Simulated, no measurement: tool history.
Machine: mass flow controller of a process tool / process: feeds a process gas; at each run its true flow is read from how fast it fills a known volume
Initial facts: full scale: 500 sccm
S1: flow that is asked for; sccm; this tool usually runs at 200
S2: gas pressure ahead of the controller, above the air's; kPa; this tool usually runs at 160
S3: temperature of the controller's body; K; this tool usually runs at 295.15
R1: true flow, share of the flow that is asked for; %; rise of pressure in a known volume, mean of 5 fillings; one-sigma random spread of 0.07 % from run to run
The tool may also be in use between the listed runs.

run	hour	S1	S2	S3	R1
1	0.0	200	160	295.15	99.10
2	415.6	200	160	295.15	99.25
3	766.8	200	160	295.15	99.17
# hour 1078.4: controller's zero set anew
4	1210.3	200	160	295.15	101.41
5	1441.2	200	160	295.15	101.45
6	1732.8	200	160	297.15	101.35
7	2242.9	200	160	297.15	101.30
8	2750.8	158	160	295.15	101.24
9	3030.5	158	160	295.15	101.26
10	3331.0	158	160	295.15	101.25
11	3551.4	158	160	295.15	101.27
12	3956.5	158	160	295.15	101.27
13	4224.5	274	142	296.15	101.64
14	4540.4	274	142	296.15	101.68
15	5070.0	312	207	295.15	102.16
16	5537.4	295	169	306.15	101.36
17	5991.9	295	169	306.15	101.33
18	6467.6	64	188	298.15	99.02
19	6883.7	64	182	298.15	98.73
20	7348.5	172	231	295.15	101.41
21	7637.4	302	276	302.15	101.97
22	8039.4	52	250	302.15	97.41
# hour 8304.0: controller exchanged for a calibrated one
23	8455.7	52	250	302.15	98.85

Alternative continuations, all from the tool just after run 23; predict every row:
A	8937.9	52	225	299.15	?
B	8937.9	233	143	308.15	?
C	8937.9	52	141	298.15	?
D	8937.9	145	246	313.15	?
E	8937.9	210	160	295.15	?

run	R1
A	98.70
B	98.66
C	98.35
D	98.49
E	99.28
Without the tool's hidden state the same runs would have given:
run	R1
A	99.03
B	98.63
C	98.68
D	98.51
E	99.25
